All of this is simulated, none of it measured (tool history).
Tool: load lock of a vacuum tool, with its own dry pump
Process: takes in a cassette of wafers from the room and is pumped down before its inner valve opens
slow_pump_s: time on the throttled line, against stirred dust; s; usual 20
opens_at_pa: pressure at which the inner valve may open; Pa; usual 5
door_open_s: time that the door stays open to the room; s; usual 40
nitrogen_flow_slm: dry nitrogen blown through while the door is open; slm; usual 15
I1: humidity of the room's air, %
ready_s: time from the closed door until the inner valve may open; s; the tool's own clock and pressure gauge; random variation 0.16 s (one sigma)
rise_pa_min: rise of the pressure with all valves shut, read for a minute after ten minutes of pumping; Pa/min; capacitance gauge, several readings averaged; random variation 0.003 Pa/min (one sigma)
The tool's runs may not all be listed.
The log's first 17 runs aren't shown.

{"run": 18, "day": 195.483, "slow_pump_s": 20, "opens_at_pa": 5, "door_open_s": 40, "nitrogen_flow_slm": 15, "I1": 43.6, "ready_s": 33.5, "rise_pa_min": 0.091}
{"run": 19, "day": 210.346, "slow_pump_s": 20, "opens_at_pa": 5, "door_open_s": 40, "nitrogen_flow_slm": 15, "I1": 45.9, "ready_s": 33.2, "rise_pa_min": 0.101}
{"run": 20, "day": 226.6, "slow_pump_s": 20, "opens_at_pa": 9, "door_open_s": 40, "nitrogen_flow_slm": 15, "I1": 46.0, "ready_s": 32.2, "rise_pa_min": 0.11}
{"run": 21, "day": 239.146, "slow_pump_s": 20, "opens_at_pa": 7, "door_open_s": 40, "nitrogen_flow_slm": 15, "I1": 43.2, "ready_s": 33.0, "rise_pa_min": 0.107}
{"run": 22, "day": 250.742, "slow_pump_s": 20, "opens_at_pa": 7, "door_open_s": 40, "nitrogen_flow_slm": 15, "I1": 42.9, "ready_s": 32.6, "rise_pa_min": 0.122}
{"run": 23, "day": 259.717, "slow_pump_s": 20, "opens_at_pa": 7, "door_open_s": 40, "nitrogen_flow_slm": 15, "I1": 46.3, "ready_s": 32.7, "rise_pa_min": 0.122}
{"run": 24, "day": 266.754, "slow_pump_s": 20, "opens_at_pa": 7, "door_open_s": 40, "nitrogen_flow_slm": 15, "I1": 45.5, "ready_s": 33.2, "rise_pa_min": 0.126}
{"run": 25, "day": 280.788, "slow_pump_s": 20, "opens_at_pa": 5, "door_open_s": 40, "nitrogen_flow_slm": 8, "I1": 46.9, "ready_s": 33.6, "rise_pa_min": 0.147}
{"run": 26, "day": 287.762, "slow_pump_s": 16, "opens_at_pa": 6, "door_open_s": 56, "nitrogen_flow_slm": 25, "I1": 46.0, "ready_s": 30.2, "rise_pa_min": 0.137}
{"run": 27, "day": 303.417, "slow_pump_s": 20, "opens_at_pa": 5, "door_open_s": 49, "nitrogen_flow_slm": 39, "I1": 43.5, "ready_s": 33.7, "rise_pa_min": 0.135}
{"run": 28, "day": 312.896, "slow_pump_s": 20, "opens_at_pa": 5, "door_open_s": 49, "nitrogen_flow_slm": 39, "I1": 47.2, "ready_s": 33.8, "rise_pa_min": 0.145}
{"run": 29, "day": 325.125, "slow_pump_s": 20, "opens_at_pa": 9, "door_open_s": 40, "nitrogen_flow_slm": 13, "I1": 44.1, "ready_s": 32.8, "rise_pa_min": 0.163}
{"run": 30, "day": 335.3, "slow_pump_s": 20, "opens_at_pa": 9, "door_open_s": 40, "nitrogen_flow_slm": 13, "I1": 43.0, "ready_s": 32.8, "rise_pa_min": 0.169}
{"run": 31, "day": 342.808, "slow_pump_s": 20, "opens_at_pa": 9, "door_open_s": 40, "nitrogen_flow_slm": 13, "I1": 46.2, "ready_s": 32.6, "rise_pa_min": 0.169}
{"run": 32, "day": 357.371, "slow_pump_s": 20, "opens_at_pa": 9, "door_open_s": 40, "nitrogen_flow_slm": 13, "I1": 41.7, "ready_s": 32.9, "rise_pa_min": 0.17}
{"run": 33, "day": 368.888, "slow_pump_s": 38, "opens_at_pa": 6, "door_open_s": 40, "nitrogen_flow_slm": 13, "I1": 40.0, "ready_s": 48.4, "rise_pa_min": 0.184}
{"run": 34, "day": 383.417, "slow_pump_s": 38, "opens_at_pa": 6, "door_open_s": 228, "nitrogen_flow_slm": 13, "I1": 46.8, "ready_s": 48.6, "rise_pa_min": 0.242}
{"run": 35, "day": 397.071, "slow_pump_s": 38, "opens_at_pa": 6, "door_open_s": 228, "nitrogen_flow_slm": 13, "I1": 45.3, "ready_s": 48.4, "rise_pa_min": 0.245}
{"run": 36, "day": 404.804, "slow_pump_s": 38, "opens_at_pa": 6, "door_open_s": 228, "nitrogen_flow_slm": 13, "I1": 45.9, "ready_s": 48.4, "rise_pa_min": 0.256}
{"run": 37, "day": 420.95, "slow_pump_s": 38, "opens_at_pa": 6, "door_open_s": 228, "nitrogen_flow_slm": 13, "I1": 40.6, "ready_s": 48.6, "rise_pa_min": 0.252}

Forecast each of these 3 alternatives for the next run:
{"run": "A", "day": 430.3, "slow_pump_s": 20, "opens_at_pa": 9, "door_open_s": 31, "nitrogen_flow_slm": 10, "I1": 43.2, "ready_s": "?", "rise_pa_min": "?"}
{"run": "B", "day": 430.3, "slow_pump_s": 11, "opens_at_pa": 5, "door_open_s": 31, "nitrogen_flow_slm": 33, "I1": 44.8, "ready_s": "?", "rise_pa_min": "?"}
{"run": "C", "day": 430.3, "slow_pump_s": 35, "opens_at_pa": 5, "door_open_s": 40, "nitrogen_flow_slm": 15, "I1": 47.7, "ready_s": "?", "rise_pa_min": "?"}

run=A ready_s=32.9 rise_pa_min=0.232
run=B ready_s=26.8 rise_pa_min=0.209
run=C ready_s=46.4 rise_pa_min=0.227
Without the tool's hidden state the same runs would have given:
run=A ready_s=32.1 rise_pa_min=0.045
run=B ready_s=25.8 rise_pa_min=0.024
run=C ready_s=45.7 rise_pa_min=0.039
